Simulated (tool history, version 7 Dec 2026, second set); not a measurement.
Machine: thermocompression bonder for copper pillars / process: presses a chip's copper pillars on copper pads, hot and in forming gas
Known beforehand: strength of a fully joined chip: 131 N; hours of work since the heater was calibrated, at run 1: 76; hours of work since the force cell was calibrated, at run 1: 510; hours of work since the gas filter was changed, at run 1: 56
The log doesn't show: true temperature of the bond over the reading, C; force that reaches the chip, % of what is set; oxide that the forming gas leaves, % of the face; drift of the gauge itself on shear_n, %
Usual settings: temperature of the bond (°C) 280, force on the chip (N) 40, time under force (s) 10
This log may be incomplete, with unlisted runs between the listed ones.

run,hour,temperature of the bond (°C),force on the chip (N),time under force (s),hours of work since the heater was calibrated,hours of work since the force cell was calibrated,hours of work since the gas filter was changed,force that shears a chip off (N)
1,0,280,40,10,76,510,56,67.6
2,16.9,280,40,10,89,522,68,67.5
3,35.7,263,40,10,103,536,82,56.8
4,52.2,280,40,16,115,548,94,78.3
5,66.3,280,40,16,126,559,105,78.3
6,81.1,280,40,10,137,570,116,67.1
7,94.2,280,40,10,146,580,126,67.8
8,109.6,280,40,10,158,591,137,67.1
9,120.8,280,40,10,166,599,145,67.4
10,129.9,280,40,10,173,606,152,66.9
11,147.6,306,40,10,186,619,165,85
12,161.1,280,39,10,196,629,175,66.8
13,171.4,284,39,10,204,637,183,69.6
14,184.8,280,40,10,214,647,193,67.4
# hour 189.6: forming gas filter changed
15,198.2,293,40,10,223,657,6,76.8
16,205.9,292,40,10,229,662,12,75.9
17,217.5,292,40,10,238,671,21,76.2
18,229.5,280,40,10,247,680,30,67.4
19,239.2,282,40,10,254,687,37,69.5
20,253.7,282,40,10,264,698,48,69.6
21,269.1,273,56,25,276,709,59,97.3
22,282.6,273,43,25,286,719,69,87.8
23,300.1,304,43,18,299,732,82,101.2
24,314,301,43,5,309,743,92,68.9
25,328.2,287,27,16,320,753,103,70.1
26,344.3,280,47,6,332,765,115,62.4
27,359.9,275,28,29,343,777,127,77.2
28,376.3,275,28,29,356,789,139,78.2
29,385.2,261,36,14,362,796,145,59.2
30,393.8,261,36,14,369,802,152,59.8
# hour 398.4: gauge calibrated
31,406.6,261,36,14,378,811,161,58.4
32,423.5,261,36,14,391,824,174,58.8
33,436.5,261,36,14,400,834,183,58.6
34,446.9,260,38,19,408,841,191,65.9
# hour 452.9: forming gas filter changed
35,465.1,260,38,19,421,855,9,66.4
36,476.1,263,53,6,429,863,17,54.6
37,490.9,302,48,6,440,874,28,76.3
38,499.5,274,28,8,447,880,35,47.9
39,509.9,274,28,8,455,888,42,47.5
40,519.9,289,32,12,462,895,50,70

Entry by entry between the runs, the difference in hidden state between the last listed run before and the first listed run after:
In the gap between runs 14 and 15: forming gas filter changed (hour 189.6)
  oxide that the forming gas leaves, % of the face: 0.72 -> 0.51; drift of the gauge itself on shear_n, %: 1.13 -> 1.21
  difference, measured minus the result without the unlogged condition, force that shears a chip off (N): +0.7 -> +1
In the gap between runs 30 and 31: gauge calibrated (hour 398.4)
  oxide that the forming gas leaves, % of the face: 0.67 -> 0.68; drift of the gauge itself on shear_n, %: 2.4 -> 0.05
  difference, measured minus the result without the unlogged condition, force that shears a chip off (N): +1.3 -> +0
In the gap between runs 34 and 35: forming gas filter changed (hour 452.9)
  oxide that the forming gas leaves, % of the face: 0.72 -> 0.51; drift of the gauge itself on shear_n, %: 0.3 -> 0.4
  difference, measured minus the result without the unlogged condition, force that shears a chip off (N): +0.1 -> +0.4
